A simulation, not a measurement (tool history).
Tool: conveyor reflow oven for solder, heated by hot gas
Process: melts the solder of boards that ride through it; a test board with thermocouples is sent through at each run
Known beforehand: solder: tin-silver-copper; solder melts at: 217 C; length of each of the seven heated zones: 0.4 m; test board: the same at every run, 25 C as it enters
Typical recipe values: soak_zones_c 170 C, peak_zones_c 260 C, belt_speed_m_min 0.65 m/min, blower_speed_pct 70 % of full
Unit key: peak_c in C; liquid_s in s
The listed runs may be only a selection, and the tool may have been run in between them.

run   hour  soak_zones_c  peak_zones_c  belt_speed_m_min  blower_speed_pct  peak_c  liquid_s
  1      0           170           260              0.65                70   239.2        42
  2   23.1           170           260              0.65                70   238.9      41.3
      42.6  -- flux residue cleaned out of gas plates and filters
  3   47.2           170           260              0.65                70   241.9      44.5
  4   67.1           170           260              0.65                70   241.6      45.1
  5   81.7           170           260              0.65                70   241.6      44.5
  6  107.3           170           260              0.65                70     241      44.8
  7  132.5           170           260              0.65                70   241.5      43.8
  8    146           170           260              0.65                70     241      43.8
  9  158.4           182           274              0.65                70   255.3      59.8
 10  173.3           170           257              0.65                70   238.4      41.3
 11    191           170           257              0.65                70   238.1      41.1
 12  211.8           170           270              0.63                70   249.7      53.4
 13  237.8           180           260             0.526                70   247.7        69
 14  258.1           180           260             0.526                70   247.6      69.4
 15    278           180           260             0.664                70     241      46.6

Measured less the same run without the tool's hidden state. The same run-to-run variation is in both; the gauge's scatter may not be:
Unlogged tool condition in this case: heat that the gas passes to the board, % of a clean oven's; belt's true speed, % of the reading; true gas temperature in zones 6 and 7 over the reading, C; drift of the gauge itself on peak_c, C; drift of the gauge itself on liquid_s, %.
run  peak_c  liquid_s
  1    -3.3        -4
  2    -3.6      -4.3
  3    -0.9      -0.7
  4    -1.1        -1
  5    -1.2      -1.1
  6    -1.5      -1.4
  7    -1.7      -1.7
  8    -1.8      -1.9
  9    -1.9      -1.1
 10      -2      -2.3
 11    -2.2      -2.6
 12    -2.5        -2
 13    -2.1        -2
 14    -2.3      -2.2
 15    -2.8      -3.1

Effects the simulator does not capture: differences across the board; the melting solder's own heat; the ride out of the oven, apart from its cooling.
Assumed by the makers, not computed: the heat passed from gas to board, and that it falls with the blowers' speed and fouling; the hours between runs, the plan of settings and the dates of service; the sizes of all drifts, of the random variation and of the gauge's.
